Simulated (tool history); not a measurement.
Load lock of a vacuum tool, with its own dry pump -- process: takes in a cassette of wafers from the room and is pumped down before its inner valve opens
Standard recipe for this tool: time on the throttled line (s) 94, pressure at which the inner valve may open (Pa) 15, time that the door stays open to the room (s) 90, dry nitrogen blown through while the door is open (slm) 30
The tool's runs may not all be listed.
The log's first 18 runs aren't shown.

| run | hour | time on the throttled line (s) | pressure at which the inner valve may open (Pa) | time that the door stays open to the room (s) | dry nitrogen blown through while the door is open (slm) | incoming humidity of the room's air, % | time from the closed door until the inner valve may open (s) | rise of the pressure with all valves shut (Pa/min) |
|---|---|---|---|---|---|---|---|---|
| 19 | 8551.5 | 94 | 12 | 90 | 31 | 47.8 | 131.7 | 0.152 |
| 20 | 8841.8 | 94 | 12 | 90 | 31 | 43.9 | 132.7 | 0.159 |
| 21 | 9157.9 | 94 | 12 | 90 | 31 | 46.6 | 132.1 | 0.168 |
|  | 9518.3 | door's seal changed, seat wiped |
| 22 | 9653.1 | 94 | 15 | 90 | 11 | 43.4 | 131.2 | 0.046 |
| 23 | 10245.7 | 94 | 15 | 90 | 11 | 45.3 | 130.0 | 0.052 |
| 24 | 10756.1 | 94 | 15 | 132 | 19 | 41.8 | 131.2 | 0.057 |
| 25 | 11142.4 | 94 | 15 | 132 | 19 | 45.0 | 131.4 | 0.061 |
| 26 | 11597.1 | 94 | 15 | 132 | 19 | 42.8 | 132.3 | 0.066 |
| 27 | 12171.7 | 55 | 24 | 198 | 14 | 46.1 | 93.9 | 0.094 |
| 28 | 12441.1 | 55 | 24 | 198 | 14 | 45.1 | 93.7 | 0.097 |
| 29 | 12844.3 | 55 | 17 | 135 | 14 | 41.4 | 96.2 | 0.086 |
| 30 | 13449.4 | 55 | 17 | 135 | 14 | 40.8 | 96.2 | 0.097 |
| 31 | 13897.9 | 55 | 17 | 135 | 14 | 47.5 | 96.5 | 0.111 |
| 32 | 14232.5 | 176 | 30 | 91 | 39 | 46.0 | 203.5 | 0.085 |
| 33 | 14838.9 | 94 | 15 | 90 | 30 | 48.8 | 132.8 | 0.109 |

Run 34 is up next; what results do you expect?
| 34 | 15344.4 | 68 | 14 | 90 | 30 | 46.7 | ? | ? |

time from the closed door until the inner valve may open (s): 109.8
rise of the pressure with all valves shut (Pa/min): 0.118
The same run, on a tool lacking any hidden state, would have yielded time from the closed door until the inner valve may open (s) 105.2, rise of the pressure with all valves shut (Pa/min) 0.035.

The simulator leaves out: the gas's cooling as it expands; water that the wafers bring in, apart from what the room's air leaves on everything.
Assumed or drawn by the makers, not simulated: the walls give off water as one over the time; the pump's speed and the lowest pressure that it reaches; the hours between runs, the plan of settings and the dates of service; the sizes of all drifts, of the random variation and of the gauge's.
